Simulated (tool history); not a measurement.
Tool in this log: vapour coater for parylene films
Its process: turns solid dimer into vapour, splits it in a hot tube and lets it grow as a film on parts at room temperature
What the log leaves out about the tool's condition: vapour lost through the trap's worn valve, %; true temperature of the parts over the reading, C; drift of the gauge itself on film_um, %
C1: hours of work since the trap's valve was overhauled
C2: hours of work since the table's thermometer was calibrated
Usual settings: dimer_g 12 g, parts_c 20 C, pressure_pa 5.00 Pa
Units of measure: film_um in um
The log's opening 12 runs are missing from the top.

run 13 hour=148.1 | dimer_g=12 parts_c=20 pressure_pa=5.00 | C1=314 C2=437 | film_um=3.27
run 14 hour=161.2 | dimer_g=12 parts_c=20 pressure_pa=5.00 | C1=324 C2=447 | film_um=3.26
run 15 hour=174.7 | dimer_g=12 parts_c=20 pressure_pa=5.00 | C1=335 C2=458 | film_um=3.30
run 16 hour=187.6 | dimer_g=12 parts_c=20 pressure_pa=5.00 | C1=345 C2=468 | film_um=3.26
run 17 hour=204.0 | dimer_g=12 parts_c=22 pressure_pa=5.00 | C1=358 C2=481 | film_um=2.93
run 18 hour=213.4 | dimer_g=17 parts_c=22 pressure_pa=3.51 | C1=365 C2=488 | film_um=4.49
run 19 hour=223.1 | dimer_g=17 parts_c=26 pressure_pa=3.51 | C1=373 C2=496 | film_um=3.85
run 20 hour=241.6 | dimer_g=17 parts_c=26 pressure_pa=3.51 | C1=388 C2=511 | film_um=3.76
run 21 hour=254.3 | dimer_g=17 parts_c=26 pressure_pa=3.51 | C1=398 C2=521 | film_um=3.83
run 22 hour=269.4 | dimer_g=17 parts_c=26 pressure_pa=3.51 | C1=410 C2=533 | film_um=3.75
run 23 hour=287.9 | dimer_g=11 parts_c=26 pressure_pa=5.39 | C1=424 C2=547 | film_um=2.30
run 24 hour=304.4 | dimer_g=11 parts_c=26 pressure_pa=5.39 | C1=437 C2=560 | film_um=2.27
run 25 hour=313.2 | dimer_g=14 parts_c=26 pressure_pa=5.39 | C1=444 C2=567 | film_um=2.91
run 26 hour=329.0 | dimer_g=14 parts_c=26 pressure_pa=5.39 | C1=457 C2=580 | film_um=2.91
run 27 hour=346.9 | dimer_g=11 parts_c=18 pressure_pa=4.66 | C1=471 C2=594 | film_um=3.22
run 28 hour=356.9 | dimer_g=11 parts_c=18 pressure_pa=4.66 | C1=479 C2=602 | film_um=3.24
run 29 hour=365.4 | dimer_g=16 parts_c=20 pressure_pa=3.64 | C1=486 C2=609 | film_um=4.39
run 30 hour=383.4 | dimer_g=16 parts_c=20 pressure_pa=3.64 | C1=500 C2=623 | film_um=4.43
run 31 hour=391.2 | dimer_g=12 parts_c=15 pressure_pa=7.47 | C1=506 C2=629 | film_um=3.65
run 32 hour=401.1 | dimer_g=12 parts_c=15 pressure_pa=7.47 | C1=514 C2=637 | film_um=3.69

The next listed run, before its measurement:
run 33 hour=411.6 | dimer_g=17 parts_c=17 pressure_pa=9.12 | C1=522 C2=645 | film_um=?

Run 33 came out at film_um 4.63 um.
Minus the tool's unlogged condition, the same run would have read film_um 5.17 um.
